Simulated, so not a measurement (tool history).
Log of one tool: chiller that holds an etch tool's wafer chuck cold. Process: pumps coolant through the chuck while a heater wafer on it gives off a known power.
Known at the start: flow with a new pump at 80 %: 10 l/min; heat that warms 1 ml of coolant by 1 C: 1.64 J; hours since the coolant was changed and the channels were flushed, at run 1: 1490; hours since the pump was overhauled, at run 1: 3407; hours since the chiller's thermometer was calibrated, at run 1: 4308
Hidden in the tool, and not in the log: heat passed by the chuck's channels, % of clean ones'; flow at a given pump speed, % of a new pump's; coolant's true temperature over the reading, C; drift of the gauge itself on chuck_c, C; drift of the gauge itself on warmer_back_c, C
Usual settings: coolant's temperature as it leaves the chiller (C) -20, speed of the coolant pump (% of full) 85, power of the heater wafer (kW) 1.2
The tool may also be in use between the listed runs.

run	hour	coolant's temperature as it leaves the chiller (C)	speed of the coolant pump (% of full)	power of the heater wafer (kW)	hours since the coolant was changed and the channels were flushed	hours since the pump was overhauled	hours since the chiller's thermometer was calibrated	chuck's temperature once it has settled (C)	how much warmer the coolant comes back (C)
1	0	-20	85	1.2	1490	3407	4308	-7.2	4.18
2	120.6	-20	85	1.2	1610	3528	4429	-7	4.24
3	201.5	-20	85	1.2	1691	3608	4509	-7	4.17
4	334.5	-20	85	1.2	1824	3741	4642	-7.1	4.28
5	453.9	-21	85	1.2	1944	3861	4762	-8.1	4.28
6	577.6	-21	85	1.2	2067	3985	4886	-7.8	4.28
7	660.9	-10	85	1.2	2151	4068	4969	3.2	4.27
8	821.5	-10	85	1.2	2311	4228	5129	3.3	4.22
# hour 941.5: chiller's thermometer calibrated
9	941.5	-20	85	1.472	2430	4347	0	-3.8	5.3
10	1090.9	-20	85	1.2	2580	4497	149	-6.9	4.26
11	1160.7	-20	85	1.2	2649	4567	219	-6.9	4.3
12	1293.9	-20	85	1.2	2783	4700	352	-6.8	4.25
13	1432.9	-20	85	1.2	2922	4839	491	-6.9	4.33
14	1580.1	-20	85	1.2	3069	4986	639	-7	4.28
# hour 1626.1: chiller's thermometer calibrated, once more
15	1691.1	-20	85	1.2	3179	5096	65	-6.3	4.29
16	1786.3	-20	85	1.2	3274	5191	160	-5.9	4.36

Run 17 comes next. What will it give?
17	1864.3	-20	96	1.2	3352	5269	238	?	?

Run 17 gave chuck's temperature once it has settled (C) -7, how much warmer the coolant comes back (C) 3.89.
Without the tool's hidden state the same run would have given chuck's temperature once it has settled (C) -8.3, how much warmer the coolant comes back (C) 3.73.
